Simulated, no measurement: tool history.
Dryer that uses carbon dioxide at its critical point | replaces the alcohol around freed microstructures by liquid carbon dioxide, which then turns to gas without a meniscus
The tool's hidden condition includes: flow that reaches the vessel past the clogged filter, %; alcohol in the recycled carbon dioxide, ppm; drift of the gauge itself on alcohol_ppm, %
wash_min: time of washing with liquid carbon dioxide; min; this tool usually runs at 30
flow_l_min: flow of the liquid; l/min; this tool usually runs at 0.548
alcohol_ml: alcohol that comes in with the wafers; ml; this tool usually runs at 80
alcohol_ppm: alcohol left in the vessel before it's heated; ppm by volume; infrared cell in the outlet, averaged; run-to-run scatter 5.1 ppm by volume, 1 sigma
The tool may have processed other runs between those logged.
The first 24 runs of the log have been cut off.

| run | day | wash_min | flow_l_min | alcohol_ml | hours of work since the filter was changed | hours of work since the purifier's bed was changed | alcohol_ppm |
|---|---|---|---|---|---|---|---|
| 25 | 18.208 | 30 | 0.547 | 50 | 275 | 385 | 85 |
| 26 | 19.275 | 43 | 0.727 | 80 | 293 | 403 | 30 |
| 27 | 19.85 | 43 | 0.727 | 80 | 302 | 412 | 34 |
| 28 | 20.667 | 25 | 0.674 | 80 | 316 | 426 | 117 |
| 29 | 21.562 | 24 | 0.674 | 80 | 332 | 442 | 145 |
| 30 | 22.488 | 24 | 0.455 | 105 | 347 | 457 | 1137 |
| 31 | 23.458 | 22 | 0.5 | 22 | 364 | 474 | 253 |
| 32 | 24.117 | 30 | 0.548 | 86 | 375 | 485 | 160 |
| 33 | 24.725 | 42 | 0.649 | 35 | 385 | 495 | 36 |
| 34 | 25.321 | 46 | 0.588 | 21 | 395 | 505 | 37 |
| 35 | 26.221 | 23 | 0.548 | 80 | 411 | 521 | 547 |
| 36 | 26.758 | 23 | 0.548 | 80 | 420 | 530 | 532 |
|  | 27.417 | inlet filter changed |
| 37 | 27.758 | 23 | 0.548 | 80 | 6 | 546 | 307 |
| 38 | 28.588 | 30 | 0.554 | 22 | 20 | 560 | 54 |
| 39 | 29.496 | 30 | 0.554 | 22 | 35 | 576 | 61 |
| 40 | 30.225 | 30 | 0.554 | 22 | 48 | 588 | 55 |

Here are 3 independent what-if runs from the current tool condition. What would each one return?
| A | 31.204 | 22 | 0.694 | 80 | 64 | 605 | ? |
| B | 31.204 | 30 | 0.548 | 87 | 64 | 605 | ? |
| C | 31.204 | 25 | 0.4 | 68 | 64 | 605 | ? |

| run | alcohol_ppm |
|---|---|
| A | 129 |
| B | 113 |
| C | 766 |
What these runs would have given with no unlogged condition in the tool:
| run | alcohol_ppm |
|---|---|
| A | 78 |
| B | 64 |
| C | 653 |
